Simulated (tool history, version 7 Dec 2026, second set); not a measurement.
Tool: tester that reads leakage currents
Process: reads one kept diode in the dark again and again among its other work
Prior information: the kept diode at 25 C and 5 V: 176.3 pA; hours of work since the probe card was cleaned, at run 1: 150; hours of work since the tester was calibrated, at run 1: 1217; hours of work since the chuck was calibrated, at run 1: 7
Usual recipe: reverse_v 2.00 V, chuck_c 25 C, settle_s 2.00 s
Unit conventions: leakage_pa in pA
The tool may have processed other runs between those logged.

run    hour  reverse_v  chuck_c  settle_s  hours of work since the probe card was cleaned  hours of work since the tester was calibrated  hours of work since the chuck was calibrated  leakage_pa
  1     0.0       2.00       25      2.00                                             150                                           1217                                             7      119.28
  2    22.3       2.00       25      2.00                                             163                                           1230                                            20      119.10
  3    67.0       2.00       25      2.00                                             188                                           1255                                            45      119.95
  4   100.8       2.00       25      2.00                                             207                                           1275                                            64      119.20
  5   151.9       2.00       25      2.00                                             236                                           1304                                            93      120.13
  6   186.8       1.85       25      2.00                                             256                                           1323                                           113      116.53
  7   230.3       2.00       25      2.00                                             281                                           1348                                           138      120.31
  8   259.2       2.00       25      2.00                                             297                                           1365                                           154      121.81
  9   292.7       2.96       25      2.00                                             316                                           1384                                           173      145.39
 10   340.6       2.96       25      2.00                                             343                                           1411                                           200      146.13
 11   376.4       2.00       25      2.00                                             363                                           1431                                           221      122.13
 12   423.3       2.00       25      6.83                                             390                                           1458                                           247      123.08
 13   450.9       2.00       25      2.00                                             406                                           1473                                           263      122.83
 14   498.6       2.00       21      2.00                                             433                                           1500                                           290       88.43
 15   530.4       1.57       21      2.00                                             451                                           1518                                           308       79.89
 16   572.6       2.00       25      2.45                                             475                                           1542                                           332      123.65
 17   594.9       2.00       25      2.45                                             487                                           1555                                           344      124.73
 18   623.8       2.00       25      2.45                                             504                                           1571                                           361      124.83
 19   676.1       2.00       25      2.45                                             534                                           1601                                           391      125.08
 20   714.7       2.00       25      2.00                                             555                                           1623                                           412      125.13
 21   748.2       3.95       25      0.40                                             574                                           1642                                           431      172.02
 22   789.7       3.95       25      0.40                                             598                                           1666                                           455      172.52
 23   825.6       3.83       54      2.00                                             618                                           1686                                           475     1436.54
 24   854.6       6.85       31      2.00                                             635                                           1702                                           492      356.41
 25   898.0       9.80       31      2.00                                             659                                           1727                                           516      421.12
 26   949.4       9.80       31      2.00                                             689                                           1756                                           546      424.12
 27   992.1       9.80       31      2.00                                             713                                           1780                                           570      425.22
 28  1030.1       9.80       31      2.00                                             734                                           1802                                           591      426.68
 29  1075.2      19.67       25      1.35                                             760                                           1828                                           617      375.48
 30  1098.0      19.67       25      1.35                                             773                                           1840                                           630      375.67

Estimate the outcome of run 31 from the log above:
 31  1144.2      19.67       25      1.35                                             799                                           1867                                           656           ?

Run 31 produced leakage_pa 376.62 pA.
The same run, on a tool lacking any hidden state, would have yielded leakage_pa 328.60 pA.
